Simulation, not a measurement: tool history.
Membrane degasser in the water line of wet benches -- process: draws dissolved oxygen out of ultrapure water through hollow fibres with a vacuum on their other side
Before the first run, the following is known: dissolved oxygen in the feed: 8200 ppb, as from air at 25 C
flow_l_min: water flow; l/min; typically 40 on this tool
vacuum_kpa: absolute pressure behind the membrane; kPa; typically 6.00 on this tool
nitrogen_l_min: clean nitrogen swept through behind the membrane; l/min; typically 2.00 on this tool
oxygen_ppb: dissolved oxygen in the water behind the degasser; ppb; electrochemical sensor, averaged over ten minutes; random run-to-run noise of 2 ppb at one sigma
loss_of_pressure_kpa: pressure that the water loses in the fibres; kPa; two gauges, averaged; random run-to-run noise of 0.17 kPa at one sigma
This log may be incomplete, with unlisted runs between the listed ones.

{"run": 1, "hour": 0.0, "flow_l_min": 40, "vacuum_kpa": 6.0, "nitrogen_l_min": 2.0, "oxygen_ppb": 202.0, "loss_of_pressure_kpa": 29.26}
{"run": 2, "hour": 33.2, "flow_l_min": 40, "vacuum_kpa": 6.0, "nitrogen_l_min": 2.0, "oxygen_ppb": 194.9, "loss_of_pressure_kpa": 29.19}
{"run": 3, "hour": 69.1, "flow_l_min": 40, "vacuum_kpa": 6.0, "nitrogen_l_min": 2.0, "oxygen_ppb": 199.4, "loss_of_pressure_kpa": 29.2}
{"run": 4, "hour": 109.4, "flow_l_min": 40, "vacuum_kpa": 6.0, "nitrogen_l_min": 2.0, "oxygen_ppb": 201.8, "loss_of_pressure_kpa": 28.84}
{"run": 5, "hour": 162.3, "flow_l_min": 40, "vacuum_kpa": 6.0, "nitrogen_l_min": 2.0, "oxygen_ppb": 196.8, "loss_of_pressure_kpa": 29.33}
{"run": 6, "hour": 192.9, "flow_l_min": 40, "vacuum_kpa": 6.0, "nitrogen_l_min": 2.0, "oxygen_ppb": 198.6, "loss_of_pressure_kpa": 28.64}
{"run": 7, "hour": 224.5, "flow_l_min": 40, "vacuum_kpa": 5.35, "nitrogen_l_min": 2.0, "oxygen_ppb": 171.0, "loss_of_pressure_kpa": 29.18}
{"run": 8, "hour": 268.8, "flow_l_min": 40, "vacuum_kpa": 6.0, "nitrogen_l_min": 2.83, "oxygen_ppb": 165.0, "loss_of_pressure_kpa": 28.9}
{"run": 9, "hour": 296.2, "flow_l_min": 40, "vacuum_kpa": 6.0, "nitrogen_l_min": 2.0, "oxygen_ppb": 198.4, "loss_of_pressure_kpa": 29.21}
{"run": 10, "hour": 331.8, "flow_l_min": 40, "vacuum_kpa": 6.0, "nitrogen_l_min": 2.0, "oxygen_ppb": 202.9, "loss_of_pressure_kpa": 28.65}
{"run": 11, "hour": 392.5, "flow_l_min": 40, "vacuum_kpa": 6.0, "nitrogen_l_min": 2.0, "oxygen_ppb": 198.8, "loss_of_pressure_kpa": 29.16}
{"run": 12, "hour": 434.0, "flow_l_min": 40, "vacuum_kpa": 6.0, "nitrogen_l_min": 1.09, "oxygen_ppb": 281.1, "loss_of_pressure_kpa": 29.39}
{"run": 13, "hour": 483.4, "flow_l_min": 40, "vacuum_kpa": 6.0, "nitrogen_l_min": 2.0, "oxygen_ppb": 198.4, "loss_of_pressure_kpa": 29.14}
{"run": 14, "hour": 538.6, "flow_l_min": 40, "vacuum_kpa": 6.0, "nitrogen_l_min": 2.0, "oxygen_ppb": 201.9, "loss_of_pressure_kpa": 28.89}
{"run": 15, "hour": 593.7, "flow_l_min": 40, "vacuum_kpa": 4.94, "nitrogen_l_min": 2.0, "oxygen_ppb": 155.0, "loss_of_pressure_kpa": 29.07}
{"run": 16, "hour": 656.0, "flow_l_min": 40, "vacuum_kpa": 6.0, "nitrogen_l_min": 1.4, "oxygen_ppb": 242.4, "loss_of_pressure_kpa": 29.18}
{"run": 17, "hour": 717.3, "flow_l_min": 40, "vacuum_kpa": 6.0, "nitrogen_l_min": 1.64, "oxygen_ppb": 223.4, "loss_of_pressure_kpa": 28.98}
{"run": 18, "hour": 764.0, "flow_l_min": 40, "vacuum_kpa": 6.0, "nitrogen_l_min": 1.64, "oxygen_ppb": 222.3, "loss_of_pressure_kpa": 28.77}
{"run": 19, "hour": 801.5, "flow_l_min": 40, "vacuum_kpa": 8.93, "nitrogen_l_min": 2.41, "oxygen_ppb": 281.8, "loss_of_pressure_kpa": 28.89}
{"run": 20, "hour": 843.3, "flow_l_min": 30, "vacuum_kpa": 6.86, "nitrogen_l_min": 1.51, "oxygen_ppb": 199.6, "loss_of_pressure_kpa": 21.68}
{"run": 21, "hour": 872.7, "flow_l_min": 56, "vacuum_kpa": 3.66, "nitrogen_l_min": 1.72, "oxygen_ppb": 168.8, "loss_of_pressure_kpa": 40.44}
{"run": 22, "hour": 929.0, "flow_l_min": 63, "vacuum_kpa": 5.1, "nitrogen_l_min": 3.5, "oxygen_ppb": 239.9, "loss_of_pressure_kpa": 45.64}
{"run": 23, "hour": 985.8, "flow_l_min": 63, "vacuum_kpa": 5.1, "nitrogen_l_min": 3.5, "oxygen_ppb": 240.3, "loss_of_pressure_kpa": 45.86}
{"run": 24, "hour": 1015.2, "flow_l_min": 30, "vacuum_kpa": 4.96, "nitrogen_l_min": 1.6, "oxygen_ppb": 115.8, "loss_of_pressure_kpa": 21.7}
{"run": 25, "hour": 1058.3, "flow_l_min": 53, "vacuum_kpa": 3.93, "nitrogen_l_min": 4.05, "oxygen_ppb": 146.9, "loss_of_pressure_kpa": 38.75}
{"run": 26, "hour": 1104.4, "flow_l_min": 26, "vacuum_kpa": 3.93, "nitrogen_l_min": 5.61, "oxygen_ppb": 40.5, "loss_of_pressure_kpa": 18.71}
{"run": 27, "hour": 1153.7, "flow_l_min": 43, "vacuum_kpa": 3.93, "nitrogen_l_min": 5.61, "oxygen_ppb": 103.6, "loss_of_pressure_kpa": 31.14}
{"run": 28, "hour": 1204.0, "flow_l_min": 40, "vacuum_kpa": 6.0, "nitrogen_l_min": 1.66, "oxygen_ppb": 215.3, "loss_of_pressure_kpa": 29.42}
{"run": 29, "hour": 1242.8, "flow_l_min": 40, "vacuum_kpa": 6.0, "nitrogen_l_min": 1.66, "oxygen_ppb": 222.0, "loss_of_pressure_kpa": 29.1}
{"run": 30, "hour": 1303.6, "flow_l_min": 41, "vacuum_kpa": 5.49, "nitrogen_l_min": 3.42, "oxygen_ppb": 141.5, "loss_of_pressure_kpa": 30.15}
{"run": 31, "hour": 1344.0, "flow_l_min": 41, "vacuum_kpa": 5.49, "nitrogen_l_min": 3.42, "oxygen_ppb": 144.4, "loss_of_pressure_kpa": 29.59}

Removed from this log: 1 entry logged between the listed runs. Between which two listed runs does each belong, and how does the tool's hidden state at the listed run before it compare with that at the listed run after it?
Logged between run 27 and run 28: seals of the vacuum lines changed (hour 1198.8)
  air that leaks in behind the membrane, l/min: 0.0024 -> 0.002
